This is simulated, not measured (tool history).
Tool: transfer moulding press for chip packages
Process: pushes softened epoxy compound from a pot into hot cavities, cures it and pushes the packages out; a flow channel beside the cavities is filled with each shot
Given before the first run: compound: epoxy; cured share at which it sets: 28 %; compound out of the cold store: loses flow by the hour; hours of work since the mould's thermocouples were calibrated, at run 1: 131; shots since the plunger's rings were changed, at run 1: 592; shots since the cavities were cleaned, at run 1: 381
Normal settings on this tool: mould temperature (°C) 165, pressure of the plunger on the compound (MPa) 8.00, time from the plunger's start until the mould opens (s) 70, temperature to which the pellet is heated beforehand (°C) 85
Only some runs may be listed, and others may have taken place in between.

run	hour	mould temperature (°C)	pressure of the plunger on the compound (MPa)	time from the plunger's start until the mould opens (s)	temperature to which the pellet is heated beforehand (°C)	hours of work since the mould's thermocouples were calibrated	shots since the plunger's rings were changed	shots since the cavities were cleaned	incoming compound's hours out of the cold store	length that the compound runs in the flow channel (mm)	greatest force on the pins that push the packages out (N)
1	0.0	165	8.00	70	85	131	592	381	31.9	885	599
2	15.2	165	8.00	70	85	142	865	654	40.8	827	685
3	23.2	165	8.00	70	85	148	1010	799	21.8	942	749
# hour 27.6: cavities cleaned with cleaning compound and waxed
4	40.0	165	8.00	70	85	159	1286	225	20.1	947	621
5	54.4	165	9.90	70	85	169	1545	484	27.2	1009	657
6	71.0	165	9.90	70	85	181	1843	782	16.9	1070	765
# hour 75.7: cavities cleaned with cleaning compound and waxed
7	84.6	165	8.00	70	85	189	2061	159	38.6	819	553
8	93.1	165	8.00	70	85	195	2214	312	8.2	1012	664
9	108.1	165	8.00	70	85	206	2485	583	18.5	934	695
10	117.3	165	8.00	70	85	212	2651	749	20.8	914	752
# hour 124.5: cavities cleaned with cleaning compound and waxed
11	130.5	165	8.00	61	85	221	2861	108	37.4	811	711
12	147.2	165	8.00	61	85	233	3163	410	26.1	867	891
13	156.3	165	8.00	61	85	239	3326	573	12.2	969	1000
14	166.7	165	8.91	70	85	246	3513	760	31.4	879	728
# hour 173.7: cavities cleaned with cleaning compound and waxed
15	180.2	166	7.30	59	87	255	3729	116	30.7	795	739
# hour 187.9: plunger's sealing rings changed
16	190.6	164	6.34	59	87	261	49	259	31.3	808	958
17	204.2	166	6.34	97	82	270	295	505	16.2	881	491
18	214.3	165	9.42	54	85	278	477	687	32.0	968	1336
# hour 224.6: cavities cleaned with cleaning compound and waxed
19	224.6	169	7.13	57	89	284	635	0	21.3	887	606
20	233.9	165	9.12	73	91	290	802	167	10.0	1101	556
21	243.6	170	8.51	55	76	297	976	341	19.8	968	861
22	254.8	159	6.78	51	94	305	1178	543	38.0	788	1843
23	270.2	165	7.40	70	85	316	1457	822	47.1	758	719
# hour 273.9: cavities cleaned with cleaning compound and waxed
24	284.7	165	8.00	59	94	325	1691	194	16.2	969	869
25	294.9	161	7.20	84	81	333	1875	378	12.0	958	612
# hour 302.2: mould's thermocouples calibrated
26	306.3	161	7.20	84	81	3	2043	546	39.8	788	615
# hour 324.4: cavities cleaned with cleaning compound and waxed
27	325.0	161	7.20	84	81	15	2354	11	26.3	853	464
28	341.3	161	7.66	51	89	27	2646	303	19.7	916	1654

3 options for the next run, each taken on its own from the tool as it stands now. Forecast them:
A	350.2	161	8.13	51	89	33	2808	465	39.4	?	?
B	350.2	161	8.90	96	91	33	2808	465	32.4	?	?
C	350.2	165	8.40	75	85	33	2808	465	32.7	?	?

run	length that the compound runs in the flow channel (mm)	greatest force on the pins that push the packages out (N)
A	824	1651
B	901	524
C	860	588
What these runs would have given with no unlogged condition in the tool:
run	length that the compound runs in the flow channel (mm)	greatest force on the pins that push the packages out (N)
A	875	1227
B	957	385
C	914	434

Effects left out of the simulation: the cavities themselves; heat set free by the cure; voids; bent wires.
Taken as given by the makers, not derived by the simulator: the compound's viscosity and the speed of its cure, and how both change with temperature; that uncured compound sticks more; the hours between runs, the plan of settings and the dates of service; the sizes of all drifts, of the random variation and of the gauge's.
